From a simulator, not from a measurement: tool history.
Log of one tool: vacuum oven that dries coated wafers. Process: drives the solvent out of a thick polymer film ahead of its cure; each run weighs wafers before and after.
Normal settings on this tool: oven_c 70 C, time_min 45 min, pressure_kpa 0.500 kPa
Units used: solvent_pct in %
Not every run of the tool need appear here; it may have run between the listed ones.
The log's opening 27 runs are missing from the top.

run,day,oven_c,time_min,pressure_kpa,hours of work since the thermocouples were calibrated,hours of work since the vacuum gauge was cleaned of residue,solvent_pct
28,58.896,70,34,0.646,93,1189,2.09
29,61.417,70,34,0.646,129,1225,2.04
30,64.283,82,77,0.818,170,1266,0.57
31,66.088,82,77,0.818,195,1292,0.55
32,67.771,82,77,0.818,219,1316,0.52
33,70.817,70,49,0.786,263,1359,1.32
34,72.192,70,61,0.483,282,1379,0.74
35,75.096,81,24,0.854,324,1420,0.87
36,77.208,81,24,0.854,354,1450,0.82
37,79.367,79,46,0.340,384,1481,0.31
38,81.292,80,45,1.490,412,1508,1.03
39,82.800,80,45,1.490,433,1530,0.97
40,85.362,67,30,0.500,470,1566,3.32
41,86.792,67,25,0.654,490,1587,4.27
42,89.646,77,45,0.386,531,1628,0.41
43,91.108,78,27,0.324,552,1648,0.74
# day 91.612: vacuum gauge cleaned of residue and calibrated
44,93.492,56,27,0.430,585,27,8.23
45,96.296,70,77,0.462,625,67,0.47
46,97.733,72,32,1.283,645,87,1.96

Predict each of these 4 candidate next runs independently; none follows another, all start after run 46:
A,100.371,85,32,0.319,683,125,?
B,100.371,70,25,0.500,683,125,?
C,100.371,58,64,1.886,683,125,?
D,100.371,76,27,0.549,683,125,?

run,solvent_pct
A,0.22
B,2.72
C,4.95
D,1.06
What these runs would have given with no unlogged condition in the tool:
run,solvent_pct
A,0.22
B,3.02
C,5.31
D,1.20
